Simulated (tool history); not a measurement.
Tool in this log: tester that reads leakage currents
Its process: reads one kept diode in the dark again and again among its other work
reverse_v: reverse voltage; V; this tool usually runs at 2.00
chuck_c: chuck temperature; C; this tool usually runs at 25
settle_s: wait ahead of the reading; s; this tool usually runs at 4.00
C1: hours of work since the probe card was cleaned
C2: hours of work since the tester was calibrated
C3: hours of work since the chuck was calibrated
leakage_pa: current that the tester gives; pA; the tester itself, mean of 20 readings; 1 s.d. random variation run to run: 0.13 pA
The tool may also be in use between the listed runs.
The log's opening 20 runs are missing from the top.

run 21 hour=1749.1 | reverse_v=2.00 chuck_c=25 settle_s=4.00 | C1=3441 C2=2413 C3=64 | leakage_pa=42.50
run 22 hour=1880.1 | reverse_v=4.72 chuck_c=32 settle_s=0.91 | C1=3511 C2=2483 C3=134 | leakage_pa=107.98
run 23 hour=1964.3 | reverse_v=4.72 chuck_c=32 settle_s=0.91 | C1=3555 C2=2527 C3=179 | leakage_pa=109.44
run 24 hour=2048.7 | reverse_v=4.25 chuck_c=45 settle_s=0.38 | C1=3600 C2=2572 C3=224 | leakage_pa=326.52
-- hour=2059.9 tester calibrated
-- hour=2129.3 probe card cleaned and baked
run 25 hour=2152.6 | reverse_v=4.25 chuck_c=53 settle_s=1.07 | C1=12 C2=48 C3=276 | leakage_pa=628.22
run 26 hour=2282.6 | reverse_v=2.00 chuck_c=25 settle_s=2.63 | C1=81 C2=117 C3=345 | leakage_pa=42.85
run 27 hour=2348.7 | reverse_v=11.46 chuck_c=29 settle_s=4.64 | C1=116 C2=152 C3=380 | leakage_pa=108.26
run 28 hour=2453.2 | reverse_v=11.46 chuck_c=23 settle_s=3.16 | C1=172 C2=207 C3=436 | leakage_pa=61.97
-- hour=2482.0 tester calibrated, once more
run 29 hour=2546.5 | reverse_v=10.59 chuck_c=27 settle_s=3.16 | C1=220 C2=34 C3=484 | leakage_pa=91.01
run 30 hour=2612.2 | reverse_v=10.59 chuck_c=27 settle_s=3.16 | C1=255 C2=69 C3=519 | leakage_pa=91.56
run 31 hour=2706.7 | reverse_v=4.07 chuck_c=34 settle_s=4.00 | C1=305 C2=119 C3=569 | leakage_pa=130.11

Run 32 is up next; what results do you expect?
run 32 hour=2783.5 | reverse_v=4.07 chuck_c=34 settle_s=4.00 | C1=346 C2=160 C3=610 | leakage_pa=?

{"run 32": {"leakage_pa": 130.49}}
Minus the tool's unlogged condition, the same run would have read leakage_pa 119.21 pA.
